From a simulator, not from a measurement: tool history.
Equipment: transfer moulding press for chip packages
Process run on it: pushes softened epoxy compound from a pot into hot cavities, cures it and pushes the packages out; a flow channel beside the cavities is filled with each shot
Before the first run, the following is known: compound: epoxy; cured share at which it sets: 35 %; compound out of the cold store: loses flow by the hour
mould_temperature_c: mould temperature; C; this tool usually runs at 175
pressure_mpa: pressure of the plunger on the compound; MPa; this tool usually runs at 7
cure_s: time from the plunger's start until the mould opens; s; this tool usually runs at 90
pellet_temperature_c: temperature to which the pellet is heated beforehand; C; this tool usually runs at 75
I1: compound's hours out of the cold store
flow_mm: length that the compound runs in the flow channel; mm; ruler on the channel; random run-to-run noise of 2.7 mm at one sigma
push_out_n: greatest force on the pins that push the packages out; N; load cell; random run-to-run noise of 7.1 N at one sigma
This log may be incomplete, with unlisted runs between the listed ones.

Run 1, day 0: usual settings; I1 38.1. Result: flow_mm 627 mm, push_out_n 599 N.
Run 2, day 0.433: usual settings; I1 8.7. Result: flow_mm 686 mm, push_out_n 655 N.
At day 0.988: plunger's sealing rings changed.
At day 1.05: cavities cleaned with cleaning compound and waxed.
Run 3, day 1.225: usual settings; I1 42.3. Result: flow_mm 644 mm, push_out_n 316 N.
Run 4, day 1.517: usual settings; I1 39.7. Result: flow_mm 654 mm, push_out_n 373 N.
Run 5, day 1.971: usual settings; I1 41.8. Result: flow_mm 649 mm, push_out_n 462 N.
Run 6, day 2.433: usual settings; I1 39.6. Result: flow_mm 654 mm, push_out_n 499 N.
Run 7, day 3.062: usual settings; I1 40. Result: flow_mm 648 mm, push_out_n 566 N.
Run 8, day 3.725: usual settings; I1 37.8. Result: flow_mm 650 mm, push_out_n 615 N.
Run 9, day 4.15: usual settings but pellet_temperature_c 67 C; I1 35.3. Result: flow_mm 658 mm, push_out_n 617 N.
At day 4.392: cavities cleaned with cleaning compound and waxed.
Run 10, day 4.583: usual settings but cure_s 93 s; I1 24.1. Result: flow_mm 681 mm, push_out_n 318 N.
Run 11, day 4.9: usual settings but mould_temperature_c 173 C, cure_s 93 s; I1 9.5. Result: flow_mm 713 mm, push_out_n 444 N.
Run 12, day 5.4: usual settings but mould_temperature_c 173 C, cure_s 93 s, pellet_temperature_c 79 C; I1 32. Result: flow_mm 667 mm, push_out_n 502 N.
Run 13, day 5.712: usual settings but cure_s 108 s; I1 45.6. Result: flow_mm 633 mm, push_out_n 394 N.
Run 14, day 6.358: usual settings but cure_s 108 s; I1 29.8. Result: flow_mm 663 mm, push_out_n 426 N.
Run 15, day 6.688: usual settings but pressure_mpa 6.09 MPa, cure_s 108 s, pellet_temperature_c 82 C; I1 9.5. Result: flow_mm 656 mm, push_out_n 472 N.
Run 16, day 7.208: usual settings but mould_temperature_c 181 C; I1 13.5. Result: flow_mm 679 mm, push_out_n 474 N.
At day 7.771: cavities cleaned with cleaning compound and waxed.
Run 17, day 7.788: usual settings but mould_temperature_c 171 C, cure_s 117 s, pellet_temperature_c 76 C; I1 17.1. Result: flow_mm 697 mm, push_out_n 264 N.
Run 18, day 8.408: usual settings but mould_temperature_c 182 C, cure_s 117 s, pellet_temperature_c 67 C; I1 47.7. Result: flow_mm 606 mm, push_out_n 307 N.
At day 9.004: mould's thermocouples calibrated.
Run 19, day 9.004: usual settings but mould_temperature_c 182 C, cure_s 117 s, pellet_temperature_c 67 C; I1 25.5. Result: flow_mm 645 mm, push_out_n 337 N.
Run 20, day 9.475: usual settings but mould_temperature_c 179 C, pressure_mpa 7.57 MPa, cure_s 109 s, pellet_temperature_c 66 C; I1 8.7. Result: flow_mm 709 mm, push_out_n 395 N.
Run 21, day 9.95: usual settings but mould_temperature_c 179 C, pressure_mpa 7.57 MPa, cure_s 109 s, pellet_temperature_c 66 C; I1 27.9. Result: flow_mm 682 mm, push_out_n 423 N.
Run 22, day 10.425: usual settings but mould_temperature_c 176 C, pressure_mpa 7.57 MPa, cure_s 109 s, pellet_temperature_c 74 C; I1 38. Result: flow_mm 664 mm, push_out_n 452 N.
Run 23, day 10.825: usual settings but mould_temperature_c 176 C, pressure_mpa 7.57 MPa, cure_s 109 s; I1 39.6. Result: flow_mm 657 mm, push_out_n 469 N.
At day 11.188: cavities cleaned with cleaning compound and waxed.
Run 24, day 11.408: usual settings but mould_temperature_c 176 C, pressure_mpa 7.57 MPa, cure_s 109 s; I1 37.3. Result: flow_mm 665 mm, push_out_n 239 N.
Run 25, day 11.988: usual settings but mould_temperature_c 172 C, cure_s 124 s; I1 31.2. Result: flow_mm 660 mm, push_out_n 331 N.
Run 26, day 12.404: usual settings but mould_temperature_c 171 C, cure_s 82 s, pellet_temperature_c 67 C; I1 23.8. Result: flow_mm 680 mm, push_out_n 836 N.
Run 27, day 12.683: usual settings but mould_temperature_c 177 C; I1 15.7. Result: flow_mm 674 mm, push_out_n 483 N.
Run 28, day 13.158: usual settings but mould_temperature_c 180 C, cure_s 78 s; I1 20. Result: flow_mm 653 mm, push_out_n 563 N.

Alternative continuations, all from the tool just after run 28; predict every row:
Run A, day 13.675: usual settings but cure_s 115 s, pellet_temperature_c 69 C; I1 12.5. Result: flow_mm ?, push_out_n ?.
Run B, day 13.675: usual settings but mould_temperature_c 177 C, pressure_mpa 7.32 MPa, cure_s 97 s; I1 47.4. Result: flow_mm ?, push_out_n ?.
Run C, day 13.675: usual settings but cure_s 88 s; I1 44.1. Result: flow_mm ?, push_out_n ?.
Run D, day 13.675: usual settings but mould_temperature_c 180 C, pressure_mpa 7.1 MPa, cure_s 78 s, pellet_temperature_c 80 C; I1 9.2. Result: flow_mm ?, push_out_n ?.

run  flow_mm  push_out_n
  A      683         441
  B      632         489
  C      624         626
  D      682         593
Without the tool's hidden state the same runs would have given:
run  flow_mm  push_out_n
  A      710         212
  B      656         238
  C      648         306
  D      709         288
